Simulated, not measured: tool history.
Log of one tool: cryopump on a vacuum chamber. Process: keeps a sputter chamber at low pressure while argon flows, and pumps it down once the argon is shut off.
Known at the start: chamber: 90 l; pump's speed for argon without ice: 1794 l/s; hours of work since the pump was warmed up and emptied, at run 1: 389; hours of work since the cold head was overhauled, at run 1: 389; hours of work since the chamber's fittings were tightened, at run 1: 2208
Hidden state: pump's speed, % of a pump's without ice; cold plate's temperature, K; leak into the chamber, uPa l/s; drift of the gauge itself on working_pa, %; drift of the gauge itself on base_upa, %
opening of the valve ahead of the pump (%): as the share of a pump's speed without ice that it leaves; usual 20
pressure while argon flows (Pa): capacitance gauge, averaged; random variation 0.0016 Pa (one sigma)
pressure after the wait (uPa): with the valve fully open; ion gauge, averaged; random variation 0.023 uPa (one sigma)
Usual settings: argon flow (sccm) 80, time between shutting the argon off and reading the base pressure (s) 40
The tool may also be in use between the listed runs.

run,day,argon flow (sccm),time between shutting the argon off and reading the base pressure (s),opening of the valve ahead of the pump (%),hours of work since the pump was warmed up and emptied,hours of work since the cold head was overhauled,hours of work since the chamber's fittings were tightened,pressure while argon flows (Pa),pressure after the wait (uPa)
1,0,80,40,20,389,389,2208,0.39,0.97
2,0.725,80,40,20,404,404,2223,0.3907,1.03
3,1.488,80,40,20,419,419,2238,0.3878,0.93
4,2.325,83,40,20,436,436,2255,0.4058,1
5,2.833,83,40,20,446,446,2265,0.4032,0.99
6,3.454,80,40,36,458,458,2278,0.2248,0.98
7,4.033,80,40,36,470,470,2289,0.2248,0.97
8,4.883,43,40,36,487,487,2307,0.1194,0.97
9,5.671,80,40,20,503,503,2322,0.3897,1.03
10,6.383,80,40,20,517,517,2337,0.3945,1.04
11,6.821,80,40,20,526,526,2345,0.3933,0.99
12,7.192,56,107,40,533,533,2353,0.1443,0.65
13,8.042,61,108,19,551,551,2370,0.3127,0.63
14,8.504,80,196,20,560,560,2379,0.3946,0.51

Forecast run 15:
15,8.983,80,196,26,569,569,2389,?,?

Run 15 gave pressure while argon flows (Pa) 0.3059, pressure after the wait (uPa) 0.48.
Without the tool's hidden state the same run would have given pressure while argon flows (Pa) 0.2882, pressure after the wait (uPa) 0.26.
